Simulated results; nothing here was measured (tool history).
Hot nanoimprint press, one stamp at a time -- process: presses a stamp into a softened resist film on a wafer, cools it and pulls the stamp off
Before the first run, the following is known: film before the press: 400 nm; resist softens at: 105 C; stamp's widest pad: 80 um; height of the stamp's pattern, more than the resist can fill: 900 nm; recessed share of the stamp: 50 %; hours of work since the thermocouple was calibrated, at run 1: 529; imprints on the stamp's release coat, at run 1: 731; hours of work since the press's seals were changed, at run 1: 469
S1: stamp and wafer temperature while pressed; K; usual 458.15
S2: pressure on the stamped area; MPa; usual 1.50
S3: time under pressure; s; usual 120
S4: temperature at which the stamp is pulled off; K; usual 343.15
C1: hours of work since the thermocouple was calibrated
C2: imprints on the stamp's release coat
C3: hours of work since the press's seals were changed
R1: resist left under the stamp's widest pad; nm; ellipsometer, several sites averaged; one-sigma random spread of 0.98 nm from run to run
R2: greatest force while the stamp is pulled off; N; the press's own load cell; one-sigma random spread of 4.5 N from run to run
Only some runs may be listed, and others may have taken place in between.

Run 1, hour 0.0: usual settings; C1 529; C2 731; C3 469. Result: R1 149.2 nm, R2 269 N.
Run 2, hour 19.4: usual settings; C1 540; C2 793; C3 481. Result: R1 147.1 nm, R2 267 N.
Run 3, hour 37.3: usual settings; C1 551; C2 851; C3 491. Result: R1 149.3 nm, R2 273 N.
Run 4, hour 55.8: usual settings; C1 562; C2 910; C3 502. Result: R1 150.4 nm, R2 278 N.
Run 5, hour 72.8: usual settings but S4 351.15 K; C1 572; C2 965; C3 512. Result: R1 150.0 nm, R2 251 N.
At hour 81.4: stamp cleaned and given a new release coat.
At hour 101.8: plate thermocouple calibrated.
Run 6, hour 111.4: usual settings but S1 455.15 K; C1 6; C2 86; C3 530. Result: R1 157.7 nm, R2 222 N.
Run 7, hour 138.2: usual settings but S1 455.15 K; C1 22; C2 173; C3 546. Result: R1 156.9 nm, R2 231 N.
Run 8, hour 172.9: usual settings but S3 79 s; C1 42; C2 284; C3 567. Result: R1 167.8 nm, R2 234 N.
Run 9, hour 193.9: usual settings but S3 79 s; C1 55; C2 351; C3 579. Result: R1 170.1 nm, R2 238 N.
Run 10, hour 217.8: usual settings but S3 79 s; C1 69; C2 428; C3 593. Result: R1 167.7 nm, R2 232 N.
Run 11, hour 233.0: usual settings; C1 78; C2 477; C3 603. Result: R1 142.9 nm, R2 253 N.
Run 12, hour 255.2: usual settings; C1 91; C2 548; C3 616. Result: R1 141.2 nm, R2 249 N.
Run 13, hour 281.7: usual settings; C1 107; C2 633; C3 632. Result: R1 143.6 nm, R2 258 N.
Run 14, hour 316.3: usual settings; C1 128; C2 744; C3 652. Result: R1 142.4 nm, R2 258 N.
Run 15, hour 336.6: usual settings but S1 451.15 K; C1 140; C2 809; C3 664. Result: R1 185.6 nm, R2 270 N.
Run 16, hour 361.7: usual settings but S2 1.66 MPa; C1 155; C2 890; C3 679. Result: R1 139.4 nm, R2 271 N.
Run 17, hour 385.6: usual settings but S1 447.15 K, S2 1.17 MPa, S3 103 s, S4 346.15 K; C1 169; C2 966; C3 693. Result: R1 248.0 nm, R2 269 N.
At hour 393.9: stamp cleaned and given a new release coat.
Run 18, hour 408.3: usual settings but S3 173 s; C1 179; C2 47; C3 703. Result: R1 126.1 nm, R2 219 N.
Run 19, hour 436.1: usual settings but S1 465.15 K, S2 1.59 MPa, S3 173 s; C1 195; C2 136; C3 720. Result: R1 93.4 nm, R2 230 N.
Run 20, hour 471.8: usual settings but S1 453.15 K, S2 1.49 MPa, S3 128 s, S4 349.15 K; C1 217; C2 250; C3 741. Result: R1 171.7 nm, R2 220 N.
Run 21, hour 501.7: usual settings but S1 453.15 K, S2 1.30 MPa, S3 68 s, S4 349.15 K; C1 234; C2 346; C3 759. Result: R1 224.4 nm, R2 229 N.
Run 22, hour 526.8: usual settings but S1 463.15 K, S2 1.30 MPa, S3 68 s, S4 349.15 K; C1 249; C2 427; C3 774. Result: R1 163.1 nm, R2 223 N.
Run 23, hour 562.1: usual settings but S1 457.15 K; C1 270; C2 540; C3 795. Result: R1 152.1 nm, R2 244 N.
Run 24, hour 586.9: usual settings but S2 2.14 MPa; C1 285; C2 619; C3 810. Result: R1 121.9 nm, R2 257 N.
Run 25, hour 603.6: usual settings but S3 97 s, S4 333.15 K; C1 295; C2 673; C3 820. Result: R1 160.6 nm, R2 272 N.
Run 26, hour 622.9: usual settings but S3 97 s, S4 333.15 K; C1 307; C2 735; C3 831. Result: R1 158.7 nm, R2 285 N.
Run 27, hour 655.2: usual settings but S1 451.15 K, S2 1.24 MPa; C1 326; C2 838; C3 850. Result: R1 205.4 nm, R2 263 N.
Run 28, hour 674.4: usual settings but S1 451.15 K, S2 1.24 MPa; C1 337; C2 900; C3 862. Result: R1 205.3 nm, R2 262 N.
At hour 703.7: stamp cleaned and given a new release coat.
Run 29, hour 704.8: usual settings but S1 465.15 K, S2 1.60 MPa; C1 352; C2 3; C3 876. Result: R1 110.1 nm, R2 218 N.
Run 30, hour 728.3: usual settings but S1 465.15 K, S2 1.60 MPa; C1 366; C2 79; C3 890. Result: R1 111.0 nm, R2 226 N.
Run 31, hour 749.4: usual settings but S1 452.15 K, S3 116 s, S4 332.15 K; C1 378; C2 146; C3 903. Result: R1 185.0 nm, R2 256 N.

What if the next run were any one of these 3? Each begins from the tool's condition after run 31:
Run A, hour 771.5: usual settings but S1 452.15 K, S2 1.66 MPa, S3 107 s, S4 341.15 K; C1 392; C2 217; C3 916. Result: R1 ?, R2 ?.
Run B, hour 771.5: usual settings but S1 465.15 K, S3 67 s, S4 329.15 K; C1 392; C2 217; C3 916. Result: R1 ?, R2 ?.
Run C, hour 771.5: usual settings but S1 455.15 K, S2 2.03 MPa, S3 132 s; C1 392; C2 217; C3 916. Result: R1 ?, R2 ?.

run     R1   R2
  A  181.9  239
  B  144.4  272
  C  138.8  237
What these runs would have given with no unlogged condition in the tool:
run     R1   R2
  A  173.4  227
  B  138.0  258
  C  131.1  225

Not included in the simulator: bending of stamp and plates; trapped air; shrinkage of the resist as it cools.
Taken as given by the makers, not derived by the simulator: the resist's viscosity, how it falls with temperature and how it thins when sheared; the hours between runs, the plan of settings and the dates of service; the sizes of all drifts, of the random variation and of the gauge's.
